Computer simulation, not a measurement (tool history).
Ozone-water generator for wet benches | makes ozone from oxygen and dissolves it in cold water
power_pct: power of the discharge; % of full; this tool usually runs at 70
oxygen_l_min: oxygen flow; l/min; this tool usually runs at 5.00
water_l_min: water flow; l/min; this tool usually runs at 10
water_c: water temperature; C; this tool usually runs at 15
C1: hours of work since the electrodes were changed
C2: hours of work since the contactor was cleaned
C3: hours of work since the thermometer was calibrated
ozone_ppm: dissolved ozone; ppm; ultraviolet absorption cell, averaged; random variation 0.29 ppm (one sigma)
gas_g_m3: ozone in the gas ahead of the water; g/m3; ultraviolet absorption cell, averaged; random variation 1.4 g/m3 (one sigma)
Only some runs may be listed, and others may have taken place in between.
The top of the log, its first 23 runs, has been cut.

run 24 hour=867.2 | power_pct=58 oxygen_l_min=3.59 water_l_min=14 water_c=11 | C1=1853 C2=4032 C3=302 | ozone_ppm=32.0 gas_g_m3=259.7
run 25 hour=910.8 | power_pct=58 oxygen_l_min=3.59 water_l_min=14 water_c=11 | C1=1882 C2=4061 C3=331 | ozone_ppm=32.4 gas_g_m3=259.2
run 26 hour=956.4 | power_pct=47 oxygen_l_min=3.66 water_l_min=10 water_c=15 | C1=1913 C2=4092 C3=361 | ozone_ppm=34.6 gas_g_m3=222.9
run 27 hour=1002.9 | power_pct=47 oxygen_l_min=3.58 water_l_min=6 water_c=15 | C1=1944 C2=4123 C3=392 | ozone_ppm=46.2 gas_g_m3=224.0
run 28 hour=1055.6 | power_pct=53 oxygen_l_min=5.89 water_l_min=7 water_c=10 | C1=1979 C2=4158 C3=427 | ozone_ppm=49.0 gas_g_m3=192.4
run 29 hour=1100.8 | power_pct=56 oxygen_l_min=3.18 water_l_min=10 water_c=15 | C1=2009 C2=4188 C3=457 | ozone_ppm=38.5 gas_g_m3=269.0
run 30 hour=1152.3 | power_pct=80 oxygen_l_min=7.96 water_l_min=7 water_c=10 | C1=2043 C2=4222 C3=491 | ozone_ppm=61.1 gas_g_m3=221.1
run 31 hour=1197.3 | power_pct=73 oxygen_l_min=4.91 water_l_min=9 water_c=10 | C1=2073 C2=4252 C3=521 | ozone_ppm=54.1 gas_g_m3=262.5
run 32 hour=1226.4 | power_pct=73 oxygen_l_min=4.91 water_l_min=9 water_c=10 | C1=2092 C2=4271 C3=541 | ozone_ppm=53.9 gas_g_m3=261.1

4 options for the next run, each taken on its own from the tool as it stands now. Forecast them:
run A hour=1260.2 | power_pct=70 oxygen_l_min=5.00 water_l_min=10 water_c=8 | C1=2115 C2=4294 C3=563 | ozone_ppm=? gas_g_m3=?
run B hour=1260.2 | power_pct=90 oxygen_l_min=7.19 water_l_min=10 water_c=11 | C1=2115 C2=4294 C3=563 | ozone_ppm=? gas_g_m3=?
run C hour=1260.2 | power_pct=73 oxygen_l_min=4.91 water_l_min=9 water_c=23 | C1=2115 C2=4294 C3=563 | ozone_ppm=? gas_g_m3=?
run D hour=1260.2 | power_pct=58 oxygen_l_min=5.00 water_l_min=16 water_c=15 | C1=2115 C2=4294 C3=563 | ozone_ppm=? gas_g_m3=?

run=A ozone_ppm=50.4 gas_g_m3=251.6
run=B ozone_ppm=55.3 gas_g_m3=252.3
run=C ozone_ppm=41.5 gas_g_m3=261.6
run=D ozone_ppm=28.3 gas_g_m3=221.3
With no hidden state in the tool, these same runs would have given:
run=A ozone_ppm=50.5 gas_g_m3=251.7
run=B ozone_ppm=55.4 gas_g_m3=252.5
run=C ozone_ppm=41.6 gas_g_m3=261.8
run=D ozone_ppm=28.4 gas_g_m3=221.4

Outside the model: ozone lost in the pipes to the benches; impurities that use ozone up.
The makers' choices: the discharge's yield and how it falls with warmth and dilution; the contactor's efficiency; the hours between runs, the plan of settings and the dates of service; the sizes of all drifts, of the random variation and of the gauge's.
